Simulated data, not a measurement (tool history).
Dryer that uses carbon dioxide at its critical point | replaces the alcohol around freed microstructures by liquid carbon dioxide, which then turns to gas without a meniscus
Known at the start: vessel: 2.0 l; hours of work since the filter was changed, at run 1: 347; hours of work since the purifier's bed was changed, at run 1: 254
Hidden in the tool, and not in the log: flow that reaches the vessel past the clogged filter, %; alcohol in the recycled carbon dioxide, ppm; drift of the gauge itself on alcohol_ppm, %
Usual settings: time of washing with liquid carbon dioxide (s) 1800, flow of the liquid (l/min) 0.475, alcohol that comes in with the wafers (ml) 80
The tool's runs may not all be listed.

run	hour	time of washing with liquid carbon dioxide (s)	flow of the liquid (l/min)	alcohol that comes in with the wafers (ml)	hours of work since the filter was changed	hours of work since the purifier's bed was changed	alcohol left in the vessel before it's heated (ppm by volume)
1	0	1800	0.475	80	347	254	372
2	7.2	1800	0.412	80	353	260	654
3	13.5	1800	0.475	27	358	265	219
4	22.1	1800	0.475	80	365	271	384
5	32.8	2040	0.475	80	373	280	267
6	47.7	2040	0.475	80	384	291	289
7	60.1	2040	0.475	80	394	301	290
8	72.3	2040	0.475	80	403	310	287
9	84.8	2040	0.568	80	413	320	189
10	95.3	2040	0.568	80	421	328	202
# hour 99.4: inlet filter changed
11	107.8	1800	0.475	80	6	337	277
12	116	1800	0.475	80	13	343	290
13	122.8	1560	0.475	80	18	349	442
14	131.6	1320	0.492	80	25	355	693
15	145.5	1320	0.492	80	36	366	696
16	153.4	1320	0.492	80	42	372	710
17	168	1320	0.492	80	53	383	714
18	181.4	2220	0.453	80	63	394	250
19	196.2	1080	0.41	25	75	405	866
20	202.9	1140	0.527	25	80	410	426
21	217.2	2820	0.475	80	91	422	208
22	229.3	2820	0.475	80	100	431	203
23	241.2	2820	0.475	80	110	440	211
24	252.8	2820	0.567	80	119	449	215
25	267.8	1620	0.455	80	130	461	563
26	281.7	2100	0.455	97	141	471	333

3 ways to go on from here, each from the tool as it stands after run 26. What would each give?
A	294.5	2100	0.543	97	151	481	?
B	294.5	2100	0.308	111	151	481	?
C	294.5	1980	0.455	28	151	481	?

run	alcohol left in the vessel before it's heated (ppm by volume)
A	250
B	1263
C	283
Without the tool's hidden state the same runs would have given:
run	alcohol left in the vessel before it's heated (ppm by volume)
A	23
B	814
C	44
